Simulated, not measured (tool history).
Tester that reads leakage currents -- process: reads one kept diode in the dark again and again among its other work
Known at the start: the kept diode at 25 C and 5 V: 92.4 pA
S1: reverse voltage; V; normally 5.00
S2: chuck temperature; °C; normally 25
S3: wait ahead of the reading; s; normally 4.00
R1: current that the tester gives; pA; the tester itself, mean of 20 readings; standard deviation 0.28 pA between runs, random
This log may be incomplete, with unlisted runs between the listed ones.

run,hour,S1,S2,S3,R1
1,0.0,5.00,25,4.00,93.02
2,67.5,5.00,25,4.00,92.84
3,111.4,5.00,25,4.00,92.79
4,169.5,5.00,25,4.00,92.46
5,206.1,5.00,25,4.00,93.05
6,274.0,5.00,25,4.00,93.25
7,312.0,2.06,34,4.00,134.92
8,382.9,2.06,34,4.00,135.53
9,441.9,10.44,35,0.47,267.69
10,479.8,10.44,35,4.55,259.66
11,549.6,10.44,35,4.55,260.60

What if the next run were any one of these 3? Each begins from the tool's condition after run 11:
A,617.0,12.27,30,1.74,?
B,617.0,5.10,26,0.37,?
C,617.0,5.00,25,5.70,?

run,R1
A,191.09
B,106.06
C,92.96
Take away the tool's hidden state, keep each run's random variation, and the runs would have read:
run,R1
A,191.10
B,106.08
C,92.97
